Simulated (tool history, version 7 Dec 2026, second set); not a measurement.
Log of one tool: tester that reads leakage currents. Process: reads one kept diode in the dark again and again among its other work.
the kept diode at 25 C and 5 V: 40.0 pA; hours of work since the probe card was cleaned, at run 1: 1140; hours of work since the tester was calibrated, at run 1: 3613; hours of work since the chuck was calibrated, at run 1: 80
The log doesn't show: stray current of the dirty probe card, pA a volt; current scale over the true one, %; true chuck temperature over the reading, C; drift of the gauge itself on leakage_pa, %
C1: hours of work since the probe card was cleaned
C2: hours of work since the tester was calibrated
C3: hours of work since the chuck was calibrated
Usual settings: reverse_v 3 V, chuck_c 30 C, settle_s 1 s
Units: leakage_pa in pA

Run 1, hour 0: usual settings; C1 1140; C2 3613; C3 80. Result: leakage_pa 48.19 pA.
Run 2, hour 201.1: usual settings; C1 1263; C2 3736; C3 203. Result: leakage_pa 48.27 pA.
Run 3, hour 373: usual settings but chuck_c 29 C; C1 1368; C2 3840; C3 308. Result: leakage_pa 44.9 pA.
Run 4, hour 469.6: usual settings but chuck_c 29 C; C1 1427; C2 3899; C3 367. Result: leakage_pa 44.9 pA.
Run 5, hour 597.2: usual settings but chuck_c 29 C; C1 1505; C2 3977; C3 445. Result: leakage_pa 44.99 pA.
Run 6, hour 767.8: usual settings but chuck_c 29 C; C1 1609; C2 4081; C3 549. Result: leakage_pa 44.92 pA.
Run 7, hour 979.5: usual settings but chuck_c 29 C; C1 1738; C2 4211; C3 678. Result: leakage_pa 44.77 pA.
Run 8, hour 1115: usual settings; C1 1821; C2 4293; C3 761. Result: leakage_pa 47.87 pA.
Run 9, hour 1327.4: usual settings; C1 1951; C2 4423; C3 891. Result: leakage_pa 47.99 pA.
Run 10, hour 1558.2: usual settings but settle_s 9.68 s; C1 2092; C2 4564; C3 1032. Result: leakage_pa 48.06 pA.
Run 11, hour 1659: usual settings but settle_s 9.68 s; C1 2153; C2 4625; C3 1093. Result: leakage_pa 47.77 pA.
Run 12, hour 1827.9: usual settings but settle_s 9.68 s; C1 2256; C2 4729; C3 1196. Result: leakage_pa 48.21 pA.
Run 13, hour 2017: usual settings but chuck_c 52 C, settle_s 9.68 s; C1 2372; C2 4844; C3 1312. Result: leakage_pa 204.98 pA.
Run 14, hour 2153.2: usual settings but chuck_c 52 C, settle_s 9.68 s; C1 2455; C2 4927; C3 1395. Result: leakage_pa 205.1 pA.
At hour 2201.3: chuck's temperature calibrated.
Run 15, hour 2260.7: usual settings but chuck_c 52 C, settle_s 9.68 s; C1 2519; C2 4992; C3 36. Result: leakage_pa 204.53 pA.
Run 16, hour 2485.7: usual settings but chuck_c 52 C, settle_s 9.68 s; C1 2657; C2 5129; C3 174. Result: leakage_pa 204.71 pA.
Run 17, hour 2709.3: usual settings but chuck_c 52 C, settle_s 9.68 s; C1 2793; C2 5265; C3 310. Result: leakage_pa 205.83 pA.
At hour 2896.7: tester calibrated.
Run 18, hour 2920.1: usual settings but chuck_c 52 C, settle_s 9.68 s; C1 2921; C2 14; C3 438. Result: leakage_pa 205.03 pA.
Run 19, hour 3143.9: usual settings but chuck_c 52 C, settle_s 9.68 s; C1 3057; C2 151; C3 574. Result: leakage_pa 203.9 pA.
Run 20, hour 3265: usual settings but chuck_c 52 C, settle_s 9.68 s; C1 3131; C2 225; C3 648. Result: leakage_pa 205.22 pA.
Run 21, hour 3360.6: usual settings but reverse_v 12.15 V, chuck_c 22 C; C1 3189; C2 283; C3 706. Result: leakage_pa 45.83 pA.
Run 22, hour 3569.6: usual settings but reverse_v 12.15 V, chuck_c 22 C; C1 3317; C2 411; C3 834. Result: leakage_pa 45.85 pA.
Run 23, hour 3761.8: usual settings but reverse_v 2.09 V, settle_s 4.12 s; C1 3434; C2 528; C3 951. Result: leakage_pa 42.12 pA.
Run 24, hour 3989: usual settings but reverse_v 2.09 V, chuck_c 26 C, settle_s 0.72 s; C1 3573; C2 667; C3 1090. Result: leakage_pa 31.78 pA.
Run 25, hour 4198: usual settings but reverse_v 8.6 V, chuck_c 54 C, settle_s 0.49 s; C1 3701; C2 794; C3 1218. Result: leakage_pa 341.29 pA.
Run 26, hour 4423.4: usual settings but reverse_v 8.6 V, chuck_c 54 C, settle_s 0.49 s; C1 3838; C2 932; C3 1355. Result: leakage_pa 337.66 pA.
At hour 4542.4: chuck's temperature calibrated.
At hour 4604: probe card cleaned and baked.
Run 27, hour 4644.6: usual settings but reverse_v 3.43 V; C1 25; C2 1064; C3 61. Result: leakage_pa 50.67 pA.
Run 28, hour 4828: usual settings but settle_s 0.35 s; C1 137; C2 1176; C3 173. Result: leakage_pa 48.95 pA.
Run 29, hour 5008.7: usual settings but reverse_v 1.55 V, chuck_c 48 C, settle_s 3.2 s; C1 247; C2 1286; C3 283. Result: leakage_pa 126.44 pA.
Run 30, hour 5123.7: usual settings but reverse_v 1.55 V, chuck_c 27 C, settle_s 0.56 s; C1 317; C2 1356; C3 353. Result: leakage_pa 30.84 pA.
Run 31, hour 5235.3: usual settings but reverse_v 3.31 V, chuck_c 55 C, settle_s 6.53 s; C1 385; C2 1424; C3 421. Result: leakage_pa 253.86 pA.
Run 32, hour 5459.9: usual settings but reverse_v 3.14 V, chuck_c 35 C, settle_s 0.58 s; C1 522; C2 1562; C3 558. Result: leakage_pa 69.36 pA.
Run 33, hour 5657.2: usual settings but reverse_v 4.2 V, chuck_c 44 C; C1 643; C2 1682; C3 679. Result: leakage_pa 139.73 pA.
Run 34, hour 5865.5: usual settings but chuck_c 21 C, settle_s 0.44 s; C1 770; C2 1809; C3 806. Result: leakage_pa 25.36 pA.
Run 35, hour 6051.2: usual settings but reverse_v 12.42 V; C1 883; C2 1923; C3 919. Result: leakage_pa 81.05 pA.
Run 36, hour 6231.1: usual settings but reverse_v 12.42 V; C1 993; C2 2032; C3 1029. Result: leakage_pa 80.82 pA.
Run 37, hour 6413.2: usual settings but reverse_v 12.42 V; C1 1104; C2 2144; C3 1140. Result: leakage_pa 81.35 pA.
Run 38, hour 6555.3: usual settings but chuck_c 28 C; C1 1191; C2 2230; C3 1227. Result: leakage_pa 41.87 pA.

Some steps in leakage_pa between neighbouring runs. How much of each would the tool show without its hidden state too (settings, what came in, random variation), and how much is left for the hidden state, with any gauge scatter that isn't in both results?
Run 14 -> 15: chuck's temperature calibrated. leakage_pa -0.57 pA: hidden state +0.17, all else -0.74.
Run 20 -> 21: reverse_v 3 -> 12.15, chuck_c 52 -> 22, settle_s 9.68 -> 1. leakage_pa -159.39 pA: hidden state +0.17, all else -159.56.
Run 24 -> 25: reverse_v 2.09 -> 8.6, chuck_c 26 -> 54, settle_s 0.72 -> 0.49. leakage_pa +309.51 pA: hidden state -0.15, all else +309.66.
Run 26 -> 27: reverse_v 8.6 -> 3.43, chuck_c 54 -> 30, settle_s 0.49 -> 1, chuck's temperature calibrated, probe card cleaned and baked. leakage_pa -286.99 pA: hidden state +0.16, all else -287.15.
Run 30 -> 31: reverse_v 1.55 -> 3.31, chuck_c 27 -> 55, settle_s 0.56 -> 6.53. leakage_pa +223.02 pA: hidden state -0.06, all else +223.08.
